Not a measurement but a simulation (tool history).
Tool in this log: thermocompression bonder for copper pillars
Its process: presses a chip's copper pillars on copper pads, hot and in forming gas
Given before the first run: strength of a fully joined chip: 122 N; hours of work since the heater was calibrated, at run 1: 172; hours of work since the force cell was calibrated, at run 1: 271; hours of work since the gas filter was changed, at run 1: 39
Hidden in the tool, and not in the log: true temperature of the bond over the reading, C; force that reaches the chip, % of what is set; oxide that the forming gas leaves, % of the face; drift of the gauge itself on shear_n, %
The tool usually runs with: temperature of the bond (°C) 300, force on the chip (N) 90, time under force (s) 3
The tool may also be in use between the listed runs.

run   hour  temperature of the bond (°C)  force on the chip (N)  time under force (s)  hours of work since the heater was calibrated  hours of work since the force cell was calibrated  hours of work since the gas filter was changed  force that shears a chip off (N)
  1    0.0                           300                     90                     3                                            172                                                271                                              39                              50.5
  2    9.5                           300                     90                     2                                            178                                                278                                              45                              43.0
  3   16.8                           300                     90                     2                                            183                                                283                                              50                              42.9
  4   29.8                           300                     90                     5                                            192                                                292                                              59                              60.6
  5   39.8                           300                     90                     5                                            199                                                299                                              66                              60.8
  6   53.3                           301                     90                     3                                            208                                                308                                              76                              50.8
  7   62.5                           301                     90                     3                                            215                                                314                                              82                              50.7
  8   70.2                           300                     90                     2                                            220                                                319                                              87                              42.7
  9   76.8                           316                     90                     2                                            224                                                324                                              92                              49.9
 10   84.2                           316                     90                     2                                            230                                                329                                              97                              49.5
 11   93.0                           300                    126                     2                                            236                                                335                                             103                              53.4
 12  100.0                           293                     90                     8                                            240                                                340                                             108                              67.3
 13  111.3                           323                     90                     8                                            248                                                348                                             115                              81.3
 14  119.0                           300                     90                     2                                            253                                                353                                             121                              42.1
 15  128.0                           300                     90                     2                                            260                                                359                                             127                              42.7
 16  140.4                           280                     90                     5                                            268                                                368                                             135                              50.8
 17  149.1                           280                     90                     5                                            274                                                374                                             141                              51.0
 18  162.3                           280                     96                     5                                            283                                                383                                             150                              52.2
 19  174.4                           273                     88                     4                                            291                                                391                                             159                              42.1

Forecast each of these 5 alternatives for the next run:
  A  186.2                           305                     90                     3                                            300                                                399                                             167                                 ?
  B  186.2                           300                    105                     4                                            300                                                399                                             167                                 ?
  C  186.2                           289                     64                     2                                            300                                                399                                             167                                 ?
  D  186.2                           300                     90                     7                                            300                                                399                                             167                                 ?
  E  186.2                           273                     63                     4                                            300                                                399                                             167                                 ?

run  force that shears a chip off (N)
  A                              52.5
  B                              61.8
  C                              29.5
  D                              68.0
  E                              33.4
Had the tool no hidden state, the same runs would have come out as:
run  force that shears a chip off (N)
  A                              52.3
  B                              61.7
  C                              29.4
  D                              67.9
  E                              33.3
